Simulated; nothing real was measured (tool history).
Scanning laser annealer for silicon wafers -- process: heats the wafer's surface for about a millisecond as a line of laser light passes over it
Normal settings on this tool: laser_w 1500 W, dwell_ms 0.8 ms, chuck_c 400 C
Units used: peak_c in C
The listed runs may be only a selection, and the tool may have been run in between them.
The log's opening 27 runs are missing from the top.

Run 28, hour 628.7: usual settings but laser_w 1301 W, dwell_ms 0.681 ms, chuck_c 432 C. Result: peak_c 1028 C.
Run 29, hour 650.1: usual settings but laser_w 1620 W, dwell_ms 0.854 ms, chuck_c 394 C. Result: peak_c 1252 C.
Run 30, hour 666.4: usual settings but dwell_ms 0.631 ms, chuck_c 391 C. Result: peak_c 1077 C.
Run 31, hour 687.2: usual settings but laser_w 1545 W, dwell_ms 0.565 ms, chuck_c 398 C. Result: peak_c 1074 C.
Run 32, hour 710.9: usual settings but laser_w 1385 W, dwell_ms 0.573 ms, chuck_c 412 C. Result: peak_c 1002 C.
Run 33, hour 740.6: usual settings but chuck_c 396 C. Result: peak_c 1157 C.
Run 34, hour 766: usual settings but laser_w 1527 W, chuck_c 439 C. Result: peak_c 1213 C.
Run 35, hour 789.6: usual settings but laser_w 1527 W, chuck_c 439 C. Result: peak_c 1211 C.
Run 36, hour 818.5: usual settings but laser_w 1365 W, dwell_ms 0.608 ms, chuck_c 368 C. Result: peak_c 963 C.
Run 37, hour 831.3: usual settings but laser_w 1589 W, dwell_ms 0.776 ms, chuck_c 431 C. Result: peak_c 1229 C.
Run 38, hour 856.6: usual settings but laser_w 1323 W, dwell_ms 0.696 ms, chuck_c 422 C. Result: peak_c 1031 C.
Run 39, hour 885.1: usual settings but laser_w 1284 W, chuck_c 414 C. Result: peak_c 1035 C.
Run 40, hour 900.3: usual settings but laser_w 1283 W, dwell_ms 0.917 ms, chuck_c 374 C. Result: peak_c 1033 C.
Run 41, hour 927: usual settings but laser_w 1461 W, dwell_ms 0.849 ms, chuck_c 386 C. Result: peak_c 1130 C.

4 ways to go on from here, each from the tool as it stands after run 41. What would each give?
Run A, hour 955.5: usual settings but laser_w 1396 W, dwell_ms 0.875 ms, chuck_c 364 C. Result: peak_c ?.
Run B, hour 955.5: usual settings but laser_w 1490 W, dwell_ms 0.59 ms, chuck_c 386 C. Result: peak_c ?.
Run C, hour 955.5: usual settings but dwell_ms 0.757 ms, chuck_c 372 C. Result: peak_c ?.
Run D, hour 955.5: usual settings but laser_w 1461 W, dwell_ms 0.849 ms, chuck_c 409 C. Result: peak_c ?.

run  peak_c
  A    1076
  B    1037
  C    1106
  D    1157
Stripped of hidden state, with their random variation kept, the same runs would have yielded:
run  peak_c
  A    1127
  B    1084
  C    1158
  D    1210

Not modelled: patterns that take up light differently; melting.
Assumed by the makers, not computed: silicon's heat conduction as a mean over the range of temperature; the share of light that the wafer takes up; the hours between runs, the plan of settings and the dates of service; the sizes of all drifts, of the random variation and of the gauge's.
